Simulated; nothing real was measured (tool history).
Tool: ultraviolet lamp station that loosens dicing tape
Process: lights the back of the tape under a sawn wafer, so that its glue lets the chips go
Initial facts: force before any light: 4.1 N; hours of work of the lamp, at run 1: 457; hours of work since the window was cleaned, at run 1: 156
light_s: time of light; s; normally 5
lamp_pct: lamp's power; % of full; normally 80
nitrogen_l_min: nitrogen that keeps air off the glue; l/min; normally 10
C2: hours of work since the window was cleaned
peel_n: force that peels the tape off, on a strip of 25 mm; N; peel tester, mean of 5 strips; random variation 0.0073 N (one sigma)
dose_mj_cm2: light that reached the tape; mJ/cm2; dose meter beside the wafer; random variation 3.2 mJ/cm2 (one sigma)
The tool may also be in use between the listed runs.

Run 1, day 0: usual settings; hours of work of the lamp 457; C2 156. Result: peel_n 0.267 N, dose_mj_cm2 499 mJ/cm2.
Run 2, day 1.512: usual settings; hours of work of the lamp 472; C2 171. Result: peel_n 0.278 N, dose_mj_cm2 495 mJ/cm2.
Run 3, day 3.983: usual settings; hours of work of the lamp 496; C2 195. Result: peel_n 0.281 N, dose_mj_cm2 499 mJ/cm2.
Run 4, day 5.083: usual settings; hours of work of the lamp 507; C2 205. Result: peel_n 0.271 N, dose_mj_cm2 493 mJ/cm2.
Run 5, day 7.104: usual settings but light_s 4 s; hours of work of the lamp 527; C2 225. Result: peel_n 0.369 N, dose_mj_cm2 396 mJ/cm2.
Run 6, day 9.367: usual settings but light_s 4 s; hours of work of the lamp 549; C2 247. Result: peel_n 0.377 N, dose_mj_cm2 399 mJ/cm2.
Run 7, day 11.125: usual settings but light_s 4 s; hours of work of the lamp 566; C2 265. Result: peel_n 0.369 N, dose_mj_cm2 398 mJ/cm2.
Run 8, day 13.317: usual settings but light_s 4 s; hours of work of the lamp 588; C2 286. Result: peel_n 0.381 N, dose_mj_cm2 398 mJ/cm2.
Run 9, day 14.804: usual settings but light_s 4 s, nitrogen_l_min 18 l/min; hours of work of the lamp 602; C2 300. Result: peel_n 0.325 N, dose_mj_cm2 394 mJ/cm2.
Run 10, day 17.054: usual settings but light_s 4 s, nitrogen_l_min 18 l/min; hours of work of the lamp 624; C2 322. Result: peel_n 0.337 N, dose_mj_cm2 398 mJ/cm2.
Run 11, day 19.479: usual settings but lamp_pct 72 % of full; hours of work of the lamp 648; C2 346. Result: peel_n 0.316 N, dose_mj_cm2 446 mJ/cm2.
Run 12, day 21.312: usual settings but lamp_pct 72 % of full; hours of work of the lamp 666; C2 364. Result: peel_n 0.31 N, dose_mj_cm2 444 mJ/cm2.
Run 13, day 22.633: usual settings; hours of work of the lamp 679; C2 377. Result: peel_n 0.26 N, dose_mj_cm2 495 mJ/cm2.
Run 14, day 24.533: usual settings; hours of work of the lamp 697; C2 396. Result: peel_n 0.283 N, dose_mj_cm2 496 mJ/cm2.
Run 15, day 25.554: usual settings; hours of work of the lamp 707; C2 406. Result: peel_n 0.272 N, dose_mj_cm2 495 mJ/cm2.
Run 16, day 27.562: usual settings; hours of work of the lamp 727; C2 425. Result: peel_n 0.255 N, dose_mj_cm2 496 mJ/cm2.
Run 17, day 29.5: usual settings but lamp_pct 63 % of full; hours of work of the lamp 746; C2 444. Result: peel_n 0.39 N, dose_mj_cm2 387 mJ/cm2.
Run 18, day 30.788: usual settings but lamp_pct 63 % of full; hours of work of the lamp 758; C2 457. Result: peel_n 0.388 N, dose_mj_cm2 392 mJ/cm2.
Run 19, day 32.054: usual settings; hours of work of the lamp 771; C2 469. Result: peel_n 0.269 N, dose_mj_cm2 496 mJ/cm2.
Run 20, day 33.825: usual settings but nitrogen_l_min 18 l/min; hours of work of the lamp 788; C2 486. Result: peel_n 0.241 N, dose_mj_cm2 492 mJ/cm2.
Run 21, day 35.908: usual settings but lamp_pct 96 % of full; hours of work of the lamp 808; C2 507. Result: peel_n 0.221 N, dose_mj_cm2 593 mJ/cm2.
Run 22, day 37.733: usual settings but lamp_pct 96 % of full; hours of work of the lamp 826; C2 525. Result: peel_n 0.222 N, dose_mj_cm2 595 mJ/cm2.
Run 23, day 38.796: usual settings but lamp_pct 96 % of full; hours of work of the lamp 836; C2 535. Result: peel_n 0.226 N, dose_mj_cm2 595 mJ/cm2.
At day 39.15: window cleaned of glue's vapour.
Run 24, day 40.6: usual settings but light_s 3 s, lamp_pct 74 % of full; hours of work of the lamp 854; C2 14. Result: peel_n 0.642 N, dose_mj_cm2 275 mJ/cm2.
Run 25, day 42.212: usual settings but lamp_pct 77 % of full, nitrogen_l_min 6 l/min; hours of work of the lamp 870; C2 30. Result: peel_n 0.317 N, dose_mj_cm2 476 mJ/cm2.

Run 26 is up next; what results do you expect?
Run 26, day 43.6: usual settings but light_s 8 s, lamp_pct 75 % of full, nitrogen_l_min 3 l/min; hours of work of the lamp 883; C2 43. Result: peel_n ?, dose_mj_cm2 ?.

peel_n: 0.229 N
dose_mj_cm2: 748 mJ/cm2
Minus the tool's unlogged condition, the same run would have read peel_n 0.228 N, dose_mj_cm2 750 mJ/cm2.
